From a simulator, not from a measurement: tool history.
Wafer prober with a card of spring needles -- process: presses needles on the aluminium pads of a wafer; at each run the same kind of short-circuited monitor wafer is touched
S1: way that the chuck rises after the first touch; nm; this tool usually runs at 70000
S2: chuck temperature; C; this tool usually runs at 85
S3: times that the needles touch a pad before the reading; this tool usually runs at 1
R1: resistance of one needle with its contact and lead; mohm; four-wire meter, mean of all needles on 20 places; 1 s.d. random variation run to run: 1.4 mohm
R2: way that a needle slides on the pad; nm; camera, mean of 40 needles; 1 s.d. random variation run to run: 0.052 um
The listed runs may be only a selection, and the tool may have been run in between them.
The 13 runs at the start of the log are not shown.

| run | hour | S1 | S2 | S3 | R1 | R2 |
|---|---|---|---|---|---|---|
| 14 | 196.2 | 70000 | 85 | 1 | 126 | 10790 |
|  | 197.9 | gauge calibrated |
|  | 198 | tips cleaned on abrasive film |
| 15 | 207.1 | 70000 | 85 | 1 | 123 | 10580 |
| 16 | 216.1 | 70000 | 66 | 1 | 122 | 10610 |
|  | 220.4 | tips cleaned on abrasive film |
| 17 | 228.3 | 87000 | 66 | 3 | 120 | 13080 |
| 18 | 239.8 | 58000 | 26 | 2 | 117 | 8640 |
|  | 242.6 | tips cleaned on abrasive film |
| 19 | 250.4 | 58000 | 26 | 2 | 117 | 8720 |
| 20 | 261.1 | 58000 | 26 | 2 | 116 | 8800 |
|  | 265.7 | tips cleaned on abrasive film |
| 21 | 276.1 | 58000 | 26 | 2 | 116 | 8800 |
| 22 | 284.5 | 58000 | 26 | 2 | 118 | 8780 |
|  | 287.3 | tips cleaned on abrasive film |
| 23 | 296.1 | 52000 | 65 | 2 | 123 | 7940 |
|  | 309.4 | tips cleaned on abrasive film |
| 24 | 314.2 | 52000 | 65 | 2 | 123 | 7890 |
|  | 331.5 | tips cleaned on abrasive film |
| 25 | 332.2 | 64000 | 65 | 2 | 125 | 9740 |
| 26 | 340.3 | 64000 | 65 | 2 | 122 | 9820 |
|  | 353.1 | tips cleaned on abrasive film |
| 27 | 356.3 | 63000 | 50 | 1 | 118 | 9660 |
| 28 | 367.3 | 70000 | 85 | 1 | 124 | 10760 |
|  | 375.6 | tips cleaned on abrasive film |
| 29 | 380.3 | 72000 | 101 | 2 | 127 | 11050 |
|  | 397.4 | tips cleaned on abrasive film |
| 30 | 399.2 | 80000 | 73 | 1 | 120 | 12360 |
| 31 | 412.2 | 52000 | 121 | 1 | 132 | 8120 |
|  | 420 | tips cleaned on abrasive film |
| 32 | 420 | 70000 | 76 | 3 | 123 | 10800 |

What if the next run were any one of these 3? Each begins from the tool's condition after run 32:
| A | 428.1 | 53000 | 27 | 2 | ? | ? |
| B | 428.1 | 86000 | 98 | 2 | ? | ? |
| C | 428.1 | 70000 | 76 | 3 | ? | ? |

| run | R1 | R2 |
|---|---|---|
| A | 120 | 8270 |
| B | 123 | 13350 |
| C | 122 | 10710 |
With no hidden state in the tool, these same runs would have given:
| run | R1 | R2 |
|---|---|---|
| A | 119 | 8020 |
| B | 123 | 12930 |
| C | 122 | 10380 |
